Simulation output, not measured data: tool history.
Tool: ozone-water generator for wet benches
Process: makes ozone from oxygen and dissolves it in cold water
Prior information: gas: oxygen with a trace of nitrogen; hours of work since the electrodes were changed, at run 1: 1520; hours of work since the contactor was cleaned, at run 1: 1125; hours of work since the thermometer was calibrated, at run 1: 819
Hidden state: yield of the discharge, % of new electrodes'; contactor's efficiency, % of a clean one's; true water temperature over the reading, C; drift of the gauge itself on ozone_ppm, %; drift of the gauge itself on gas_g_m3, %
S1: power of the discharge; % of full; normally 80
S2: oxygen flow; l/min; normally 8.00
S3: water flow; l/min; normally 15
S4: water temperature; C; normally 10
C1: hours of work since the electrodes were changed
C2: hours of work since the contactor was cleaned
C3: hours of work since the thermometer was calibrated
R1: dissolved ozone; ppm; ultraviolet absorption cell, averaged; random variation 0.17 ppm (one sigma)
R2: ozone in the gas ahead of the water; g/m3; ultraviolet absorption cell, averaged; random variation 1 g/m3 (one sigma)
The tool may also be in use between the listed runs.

| run | hour | S1 | S2 | S3 | S4 | C1 | C2 | C3 | R1 | R2 |
|---|---|---|---|---|---|---|---|---|---|---|
| 1 | 0.0 | 80 | 8.00 | 15 | 10 | 1520 | 1125 | 819 | 20.4 | 162.3 |
| 2 | 40.7 | 80 | 8.00 | 15 | 10 | 1552 | 1158 | 851 | 20.5 | 162.2 |
| 3 | 97.0 | 80 | 8.00 | 15 | 10 | 1596 | 1202 | 896 | 20.4 | 162.5 |
| 4 | 154.0 | 80 | 8.00 | 10 | 10 | 1641 | 1247 | 941 | 25.7 | 164.2 |
| 5 | 184.8 | 80 | 8.00 | 10 | 10 | 1666 | 1272 | 965 | 25.9 | 164.0 |
| 6 | 222.7 | 80 | 8.00 | 15 | 10 | 1696 | 1302 | 995 | 20.1 | 161.0 |
| 7 | 260.4 | 80 | 8.00 | 15 | 10 | 1726 | 1332 | 1025 | 19.9 | 158.4 |
| 8 | 290.2 | 80 | 4.52 | 15 | 10 | 1749 | 1355 | 1049 | 20.2 | 216.7 |
| 9 | 318.9 | 80 | 4.52 | 15 | 10 | 1772 | 1378 | 1072 | 20.1 | 213.9 |
| 10 | 375.7 | 80 | 8.00 | 15 | 10 | 1817 | 1423 | 1117 | 19.8 | 160.5 |
| 11 | 423.9 | 80 | 8.00 | 15 | 10 | 1855 | 1461 | 1155 | 19.5 | 157.2 |
| 12 | 472.3 | 80 | 8.00 | 15 | 10 | 1893 | 1499 | 1193 | 19.4 | 158.1 |
| 13 | 513.6 | 80 | 8.00 | 15 | 10 | 1926 | 1532 | 1226 | 19.4 | 158.3 |
| 14 | 549.2 | 80 | 8.00 | 10 | 10 | 1954 | 1560 | 1254 | 25.2 | 157.3 |
| 15 | 579.9 | 80 | 8.00 | 15 | 10 | 1979 | 1585 | 1278 | 19.6 | 156.4 |
| 16 | 615.0 | 80 | 8.00 | 15 | 10 | 2006 | 1612 | 1306 | 19.7 | 158.4 |
| 17 | 664.6 | 80 | 8.00 | 15 | 10 | 2046 | 1652 | 1345 | 19.2 | 154.2 |
| 18 | 689.2 | 80 | 8.00 | 15 | 12 | 2065 | 1671 | 1365 | 18.5 | 155.7 |
| 19 | 717.9 | 80 | 8.00 | 13 | 12 | 2088 | 1694 | 1387 | 20.1 | 155.3 |
| 20 | 768.3 | 80 | 8.00 | 13 | 9 | 2128 | 1734 | 1427 | 21.4 | 154.2 |
| 21 | 801.8 | 80 | 8.00 | 13 | 9 | 2154 | 1760 | 1454 | 21.1 | 154.5 |
| 22 | 834.4 | 80 | 4.97 | 15 | 6 | 2180 | 1786 | 1480 | 20.5 | 199.5 |
| 23 | 858.5 | 80 | 4.97 | 15 | 6 | 2199 | 1805 | 1499 | 20.5 | 199.1 |
| 24 | 909.9 | 80 | 4.97 | 15 | 6 | 2240 | 1846 | 1539 | 20.4 | 198.1 |
| 25 | 957.8 | 80 | 7.61 | 15 | 11 | 2278 | 1884 | 1577 | 18.5 | 157.2 |
| 26 | 986.9 | 80 | 7.61 | 15 | 11 | 2301 | 1907 | 1600 | 18.5 | 158.4 |
| 27 | 1042.9 | 80 | 6.93 | 10 | 10 | 2345 | 1951 | 1645 | 24.7 | 166.1 |
| 28 | 1087.7 | 59 | 6.07 | 12 | 5 | 2381 | 1986 | 1680 | 20.6 | 151.3 |
| 29 | 1141.3 | 51 | 6.07 | 10 | 5 | 2423 | 2029 | 1723 | 21.5 | 139.8 |
| 30 | 1194.2 | 51 | 6.07 | 10 | 5 | 2465 | 2071 | 1764 | 21.7 | 138.1 |
| 31 | 1238.0 | 80 | 8.00 | 15 | 7 | 2500 | 2105 | 1799 | 19.6 | 151.9 |
| 32 | 1271.5 | 80 | 8.00 | 15 | 7 | 2526 | 2132 | 1826 | 19.4 | 150.7 |
| 33 | 1316.4 | 80 | 8.80 | 15 | 14 | 2562 | 2168 | 1861 | 16.7 | 144.5 |
| 34 | 1368.8 | 72 | 8.00 | 19 | 6 | 2603 | 2209 | 1903 | 15.5 | 141.3 |

Consider 3 possible next runs. They are alternatives, not a sequence: every one starts from the tool as it was left by run 34. What does each give?
| A | 1421.7 | 80 | 8.00 | 18 | 10 | 2645 | 2251 | 1945 | ? | ? |
| B | 1421.7 | 72 | 7.30 | 19 | 6 | 2645 | 2251 | 1945 | ? | ? |
| C | 1421.7 | 80 | 6.04 | 15 | 10 | 2645 | 2251 | 1945 | ? | ? |

| run | R1 | R2 |
|---|---|---|
| A | 15.7 | 150.5 |
| B | 15.4 | 148.4 |
| C | 18.4 | 173.3 |
Without the tool's unlogged condition, the same runs would have read:
| run | R1 | R2 |
|---|---|---|
| A | 20.7 | 181.2 |
| B | 20.1 | 176.9 |
| C | 24.2 | 208.5 |
